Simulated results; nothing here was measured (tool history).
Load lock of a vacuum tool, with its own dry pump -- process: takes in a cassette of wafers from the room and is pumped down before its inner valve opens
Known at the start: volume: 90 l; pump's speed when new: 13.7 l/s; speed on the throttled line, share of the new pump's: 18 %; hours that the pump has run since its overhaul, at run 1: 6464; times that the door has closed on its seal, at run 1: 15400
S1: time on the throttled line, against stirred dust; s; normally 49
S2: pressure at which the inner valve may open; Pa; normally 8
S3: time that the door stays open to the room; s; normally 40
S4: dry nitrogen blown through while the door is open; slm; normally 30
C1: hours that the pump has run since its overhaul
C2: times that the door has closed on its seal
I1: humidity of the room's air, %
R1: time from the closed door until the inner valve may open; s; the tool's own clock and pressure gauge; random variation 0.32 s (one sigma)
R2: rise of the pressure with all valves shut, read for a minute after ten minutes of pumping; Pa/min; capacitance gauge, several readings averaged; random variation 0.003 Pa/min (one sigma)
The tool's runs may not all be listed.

Run 1, hour 0.0: usual settings; C1 6464; C2 15400; I1 42.3. Result: R1 105.9 s, R2 0.057 Pa/min.
Run 2, hour 78.8: usual settings; C1 6543; C2 15717; I1 43.9. Result: R1 105.8 s, R2 0.064 Pa/min.
Run 3, hour 184.3: usual settings but S2 15 Pa; C1 6648; C2 16141; I1 45.3. Result: R1 101.2 s, R2 0.065 Pa/min.
Run 4, hour 284.5: usual settings but S2 15 Pa; C1 6748; C2 16544; I1 44.5. Result: R1 101.4 s, R2 0.064 Pa/min.
Run 5, hour 335.0: usual settings; C1 6799; C2 16747; I1 43.4. Result: R1 106.3 s, R2 0.067 Pa/min.
Run 6, hour 386.8: usual settings; C1 6851; C2 16955; I1 43.9. Result: R1 106.9 s, R2 0.072 Pa/min.
Run 7, hour 450.6: usual settings; C1 6914; C2 17212; I1 44.3. Result: R1 106.5 s, R2 0.065 Pa/min.
Run 8, hour 548.4: usual settings; C1 7012; C2 17605; I1 45.3. Result: R1 106.8 s, R2 0.073 Pa/min.
Run 9, hour 628.7: usual settings; C1 7093; C2 17928; I1 47.7. Result: R1 107.0 s, R2 0.074 Pa/min.
Run 10, hour 700.9: usual settings; C1 7165; C2 18218; I1 43.4. Result: R1 106.7 s, R2 0.070 Pa/min.
Run 11, hour 801.8: usual settings; C1 7266; C2 18624; I1 42.2. Result: R1 106.5 s, R2 0.074 Pa/min.
Run 12, hour 855.5: usual settings; C1 7319; C2 18840; I1 47.8. Result: R1 107.2 s, R2 0.076 Pa/min.
Run 13, hour 937.5: usual settings; C1 7401; C2 19169; I1 47.6. Result: R1 107.2 s, R2 0.082 Pa/min.
Run 14, hour 1015.0: usual settings; C1 7479; C2 19481; I1 43.8. Result: R1 106.5 s, R2 0.080 Pa/min.
Run 15, hour 1076.2: usual settings but S1 56 s, S2 9 Pa; C1 7540; C2 19727; I1 49.0. Result: R1 111.6 s, R2 0.083 Pa/min.
Run 16, hour 1124.2: usual settings but S1 25 s, S2 13 Pa; C1 7588; C2 19920; I1 45.1. Result: R1 83.8 s, R2 0.083 Pa/min.
Run 17, hour 1185.2: usual settings but S1 28 s, S3 86 s, S4 5 slm; C1 7649; C2 20165; I1 45.2. Result: R1 90.2 s, R2 0.116 Pa/min.
Run 18, hour 1262.3: usual settings but S1 28 s, S3 86 s, S4 5 slm; C1 7726; C2 20475; I1 44.4. Result: R1 89.6 s, R2 0.110 Pa/min.
Run 19, hour 1315.5: usual settings but S1 56 s, S3 82 s, S4 5 slm; C1 7779; C2 20689; I1 42.0. Result: R1 112.3 s, R2 0.114 Pa/min.
Run 20, hour 1428.0: usual settings but S1 51 s, S2 6 Pa, S3 90 s; C1 7892; C2 21141; I1 46.9. Result: R1 110.9 s, R2 0.096 Pa/min.
Run 21, hour 1529.2: usual settings but S1 25 s, S2 6 Pa, S3 44 s, S4 19 slm; C1 7993; C2 21549; I1 42.0. Result: R1 89.8 s, R2 0.094 Pa/min.
Run 22, hour 1579.3: usual settings but S1 25 s, S2 6 Pa, S3 44 s, S4 22 slm; C1 8043; C2 21750; I1 46.7. Result: R1 90.5 s, R2 0.091 Pa/min.
Run 23, hour 1647.4: usual settings but S1 25 s, S2 6 Pa, S3 44 s, S4 22 slm; C1 8111; C2 22024; I1 45.0. Result: R1 90.2 s, R2 0.093 Pa/min.
Run 24, hour 1744.6: usual settings but S1 42 s, S2 14 Pa, S3 107 s, S4 41 slm; C1 8208; C2 22415; I1 44.0. Result: R1 96.8 s, R2 0.100 Pa/min.
Run 25, hour 1800.2: usual settings but S2 9 Pa, S4 6 slm; C1 8264; C2 22638; I1 45.0. Result: R1 106.1 s, R2 0.102 Pa/min.

Consider 4 possible next runs. They are alternatives, not a sequence: every one starts from the tool as it was left by run 25. What does each give?
Run A, hour 1893.5: usual settings but S2 14 Pa, S4 6 slm; C1 8357; C2 23013; I1 44.6. Result: R1 ?, R2 ?.
Run B, hour 1893.5: usual settings but S2 6 Pa, S3 25 s, S4 27 slm; C1 8357; C2 23013; I1 45.9. Result: R1 ?, R2 ?.
Run C, hour 1893.5: usual settings but S4 6 slm; C1 8357; C2 23013; I1 45.3. Result: R1 ?, R2 ?.
Run D, hour 1893.5: usual settings but S2 7 Pa, S4 13 slm; C1 8357; C2 23013; I1 45.8. Result: R1 ?, R2 ?.

run     R1     R2
  A  102.9  0.109
  B  109.4  0.096
  C  107.4  0.114
  D  108.4  0.096
With the hidden condition removed and each run's random variation left untouched, the same runs would have given:
run     R1     R2
  A   99.0  0.019
  B  105.0  0.006
  C  103.0  0.023
  D  104.0  0.006

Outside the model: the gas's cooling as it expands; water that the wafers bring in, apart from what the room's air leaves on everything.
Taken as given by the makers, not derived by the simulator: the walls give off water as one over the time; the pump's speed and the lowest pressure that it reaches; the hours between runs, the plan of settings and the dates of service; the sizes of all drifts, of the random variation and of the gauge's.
